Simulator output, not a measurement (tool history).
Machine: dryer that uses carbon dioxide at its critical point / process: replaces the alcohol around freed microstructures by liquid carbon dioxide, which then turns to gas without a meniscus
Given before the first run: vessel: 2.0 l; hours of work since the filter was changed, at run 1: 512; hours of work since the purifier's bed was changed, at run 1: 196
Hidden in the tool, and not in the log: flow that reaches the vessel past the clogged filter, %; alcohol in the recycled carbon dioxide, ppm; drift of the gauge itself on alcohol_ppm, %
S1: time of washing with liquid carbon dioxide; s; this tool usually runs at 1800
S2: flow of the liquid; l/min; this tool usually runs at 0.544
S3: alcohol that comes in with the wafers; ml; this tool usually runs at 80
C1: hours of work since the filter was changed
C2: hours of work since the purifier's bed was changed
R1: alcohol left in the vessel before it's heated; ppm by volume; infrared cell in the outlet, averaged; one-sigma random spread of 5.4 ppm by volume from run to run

run	hour	S1	S2	S3	C1	C2	R1
1	0	1800	0.544	80	512	196	233
2	26.2	1800	0.544	42	525	209	150
3	50.3	1800	0.544	80	537	221	240
4	63.9	1800	0.544	80	543	228	247
5	77.9	1800	0.544	80	550	235	247
6	96.7	1380	0.544	80	560	245	718
7	107.5	1380	0.544	80	565	250	753
8	128.5	1380	0.544	80	575	260	737
9	144.2	1980	0.47	80	583	268	339
# hour 156.4: inlet filter changed
10	162.7	1980	0.571	20	3	277	90
11	176.8	1980	0.571	20	10	284	93
12	200.5	2640	0.484	39	22	296	77
13	212.6	2640	0.484	39	28	302	89
14	225	1800	0.544	42	34	308	163

Here are 4 independent what-if runs from the current tool condition. What would each one return?
A	249.7	1800	0.544	21	46	320	?
B	249.7	2760	0.544	79	46	320	?
C	249.7	2520	0.433	119	46	320	?
D	249.7	1140	0.531	42	46	320	?

run	R1
A	140
B	94
C	204
D	726
Stripped of hidden state, with their random variation kept, the same runs would have yielded:
run	R1
A	56
B	15
C	118
D	624
